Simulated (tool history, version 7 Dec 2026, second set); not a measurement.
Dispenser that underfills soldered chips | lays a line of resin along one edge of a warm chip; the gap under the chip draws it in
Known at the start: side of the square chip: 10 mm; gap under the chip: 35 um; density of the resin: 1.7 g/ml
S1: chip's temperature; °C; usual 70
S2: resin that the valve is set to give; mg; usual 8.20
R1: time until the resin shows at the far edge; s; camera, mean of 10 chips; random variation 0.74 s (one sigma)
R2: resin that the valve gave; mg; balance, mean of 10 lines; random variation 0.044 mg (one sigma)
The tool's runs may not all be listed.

run 1 hour=0.0 | S1=70 S2=8.20 | R1=89.5 R2=8.20
-- hour=9.0 new syringe of resin
run 2 hour=14.2 | S1=70 S2=8.20 | R1=99.4 R2=8.06
-- hour=22.3 new syringe of resin
run 3 hour=26.2 | S1=70 S2=10.28 | R1=88.5 R2=10.07
-- hour=35.4 new syringe of resin
run 4 hour=36.8 | S1=70 S2=10.28 | R1=77.3 R2=10.00
-- hour=48.0 new syringe of resin
-- hour=53.4 dispensing valve cleaned and set on the balance
run 5 hour=53.4 | S1=69 S2=8.20 | R1=99.3 R2=8.14
-- hour=61.6 new syringe of resin
run 6 hour=62.9 | S1=70 S2=8.20 | R1=78.6 R2=8.16
run 7 hour=69.9 | S1=70 S2=8.20 | R1=118.5 R2=8.11
-- hour=74.6 new syringe of resin
run 8 hour=81.3 | S1=70 S2=8.20 | R1=110.0 R2=8.07
-- hour=88.3 new syringe of resin
run 9 hour=92.1 | S1=70 S2=8.20 | R1=93.5 R2=8.14
-- hour=101.6 new syringe of resin
run 10 hour=107.9 | S1=70 S2=8.20 | R1=107.5 R2=8.03
-- hour=114.5 new syringe of resin
-- hour=118.3 stage's temperature calibrated
run 11 hour=121.5 | S1=70 S2=8.20 | R1=96.4 R2=7.85
-- hour=124.6 dispensing valve cleaned and set on the balance
-- hour=129.5 new syringe of resin
run 12 hour=131.3 | S1=67 S2=8.20 | R1=89.0 R2=8.21
-- hour=142.4 new syringe of resin
run 13 hour=144.8 | S1=67 S2=8.20 | R1=89.0 R2=8.21
run 14 hour=153.1 | S1=67 S2=8.20 | R1=142.2 R2=8.10
-- hour=155.6 new syringe of resin
run 15 hour=161.9 | S1=67 S2=8.20 | R1=110.1 R2=7.99
-- hour=168.7 new syringe of resin
run 16 hour=173.0 | S1=67 S2=8.20 | R1=102.0 R2=8.00
run 17 hour=180.5 | S1=67 S2=8.20 | R1=156.3 R2=8.02
-- hour=181.7 new syringe of resin
run 18 hour=188.1 | S1=67 S2=8.20 | R1=115.6 R2=8.03
-- hour=194.2 dispensing valve cleaned and set on the balance
-- hour=195.9 new syringe of resin
run 19 hour=195.9 | S1=59 S2=9.64 | R1=112.7 R2=9.60
-- hour=208.6 new syringe of resin
run 20 hour=209.2 | S1=61 S2=9.64 | R1=107.0 R2=9.58
-- hour=221.1 new syringe of resin
run 21 hour=223.7 | S1=61 S2=9.64 | R1=119.8 R2=9.53
-- hour=234.5 new syringe of resin
run 22 hour=238.1 | S1=58 S2=10.39 | R1=146.6 R2=10.13
run 23 hour=246.5 | S1=66 S2=9.09 | R1=165.7 R2=8.90
-- hour=247.9 new syringe of resin
run 24 hour=255.1 | S1=71 S2=7.56 | R1=104.7 R2=7.30
-- hour=260.4 new syringe of resin
-- hour=264.3 dispensing valve cleaned and set on the balance
run 25 hour=264.3 | S1=71 S2=7.56 | R1=80.6 R2=7.53
run 26 hour=273.5 | S1=71 S2=7.56 | R1=135.9 R2=7.48
-- hour=274.8 new syringe of resin
run 27 hour=284.9 | S1=84 S2=9.38 | R1=65.1 R2=9.29
-- hour=287.4 new syringe of resin
run 28 hour=294.6 | S1=84 S2=9.38 | R1=57.0 R2=9.18
-- hour=300.6 new syringe of resin
run 29 hour=303.2 | S1=56 S2=7.99 | R1=166.0 R2=7.87
-- hour=313.4 new syringe of resin
run 30 hour=317.7 | S1=78 S2=8.99 | R1=60.5 R2=8.76
-- hour=326.5 new syringe of resin
run 31 hour=326.9 | S1=62 S2=7.51 | R1=111.2 R2=7.24
-- hour=334.3 dispensing valve cleaned and set on the balance
run 32 hour=334.3 | S1=62 S2=7.51 | R1=162.1 R2=7.48
-- hour=340.0 new syringe of resin
run 33 hour=347.9 | S1=64 S2=8.79 | R1=143.1 R2=8.79
-- hour=353.3 new syringe of resin
run 34 hour=358.2 | S1=64 S2=8.79 | R1=122.4 R2=8.72

Measured less the same run without the tool's hidden state. The same run-to-run variation is in both; the gauge's scatter may not be:
The hidden state here: resin's viscosity, % of fresh resin's; dose that the valve gives, % of what is set; true chip temperature over the reading, C; drift of the gauge itself on fill_s, %; drift of the gauge itself on given_mg, %.
run=1 R1=+22.1 R2=-0.05
run=2 R1=+30.8 R2=-0.11
run=3 R1=+22.2 R2=-0.19
run=4 R1=+12.1 R2=-0.24
run=5 R1=+27.9 R2=+0.00
run=6 R1=+10.8 R2=-0.03
run=7 R1=+49.6 R2=-0.06
run=8 R1=+41.9 R2=-0.11
run=9 R1=+25.8 R2=-0.15
run=10 R1=+39.8 R2=-0.22
run=11 R1=+28.8 R2=-0.26
run=12 R1=+10.0 R2=+0.00
run=13 R1=+11.1 R2=-0.04
run=14 R1=+64.7 R2=-0.08
run=15 R1=+33.1 R2=-0.11
run=16 R1=+23.3 R2=-0.15
run=17 R1=+77.6 R2=-0.18
run=18 R1=+36.8 R2=-0.22
run=19 R1=+2.1 R2=+0.03
run=20 R1=+6.6 R2=-0.04
run=21 R1=+18.2 R2=-0.11
run=22 R1=+31.0 R2=-0.19
run=23 R1=+84.7 R2=-0.20
run=24 R1=+38.0 R2=-0.20
run=25 R1=+14.0 R2=+0.00
run=26 R1=+69.4 R2=-0.04
run=27 R1=+30.0 R2=-0.10
run=28 R1=+20.8 R2=-0.14
run=29 R1=+29.5 R2=-0.16
run=30 R1=+15.3 R2=-0.23
run=31 R1=+10.7 R2=-0.22
run=32 R1=+59.3 R2=+0.01
run=33 R1=+55.8 R2=-0.05
run=34 R1=+34.4 R2=-0.10
